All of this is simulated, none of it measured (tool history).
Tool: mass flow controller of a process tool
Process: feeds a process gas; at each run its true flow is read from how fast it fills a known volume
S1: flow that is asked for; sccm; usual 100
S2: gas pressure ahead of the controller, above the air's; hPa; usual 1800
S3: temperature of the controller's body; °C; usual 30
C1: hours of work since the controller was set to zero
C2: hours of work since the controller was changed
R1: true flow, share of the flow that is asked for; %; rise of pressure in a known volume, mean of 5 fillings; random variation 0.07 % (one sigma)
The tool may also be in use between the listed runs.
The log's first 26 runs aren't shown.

run	day	S1	S2	S3	C1	C2	R1
# day 303.071: controller's zero set anew
27	315.5	27	2140	37	191	10039	102.11
28	329.804	100	1640	21	411	10259	103.69
29	341.833	44	2430	23	596	10444	102.82
30	353.371	100	2250	35	773	10621	102.67
31	363.729	100	2250	35	933	10780	102.79
32	378.467	34	1850	37	1159	11007	101.54
33	389.4	28	2020	37	1327	11175	100.84
34	403.204	24	1470	22	1540	11387	101.15
35	411.312	55	2440	21	1664	11512	102.66
36	427.021	34	1800	22	1906	11753	101.61
37	440.55	108	2490	27	2114	11961	103.07
38	453.896	108	2490	27	2319	12167	103.17
# day 460.021: controller exchanged for a calibrated one
39	463.712	108	2490	27	57	57	99.4
40	480.192	108	2490	27	310	310	99.47
41	491.367	57	1810	25	482	482	99.26
42	503.367	100	2280	30	666	666	99.13
43	511.508	100	1890	20	792	792	99.86

Forecast each of these 5 alternatives for the next run:
A	525.621	30	2600	21	1009	1009	?
B	525.621	100	1940	28	1009	1009	?
C	525.621	100	1600	22	1009	1009	?
D	525.621	36	1850	27	1009	1009	?
E	525.621	37	1800	30	1009	1009	?

run	R1
A	98.33
B	99.5
C	99.78
D	98.39
E	98.28
Without the tool's hidden state the same runs would have given:
run	R1
A	99.51
B	99.61
C	99.89
D	99.31
E	99.17
